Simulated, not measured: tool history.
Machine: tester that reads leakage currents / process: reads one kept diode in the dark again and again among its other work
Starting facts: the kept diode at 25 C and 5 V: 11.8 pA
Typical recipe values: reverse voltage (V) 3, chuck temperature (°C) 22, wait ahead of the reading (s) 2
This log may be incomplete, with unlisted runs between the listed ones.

run,hour,reverse voltage (V),chuck temperature (°C),wait ahead of the reading (s),current that the tester gives (pA)
1,0,3,22,2,7.77
2,66.3,3,22,2,7.8
3,138.6,3,22,2,7.74
4,196,3,22,2,7.81
5,238.9,3,22,1.33,7.95
6,316.5,3,50,2,79.17
7,358.1,3,22,1.14,8.03
8,428.9,3,22,1.14,8
9,476.2,1.53,56,2.05,97.53
10,512.5,1.53,56,2.05,98.13
11,588.7,1.77,27,2,10.08
12,628.6,2.88,53,1.78,97.94
13,677.1,2.88,53,1.78,98.28
14,723.5,13.28,49,2,124.55
15,764.1,1.05,46,2.63,39.73
16,816.7,1.05,29,0.31,10.2

4 ways to go on from here, each from the tool as it stands after run 16. What would each give?
A,868.6,17.91,49,0.31,?
B,868.6,6.96,37,1.16,?
C,868.6,13.08,22,4.34,?
D,868.6,1.05,29,3.36,?

run,current that the tester gives (pA)
A,146.29
B,38.77
C,13.43
D,9.79
Without the tool's unlogged condition, the same runs would have read:
run,current that the tester gives (pA)
A,146.25
B,38.76
C,13.4
D,9.79
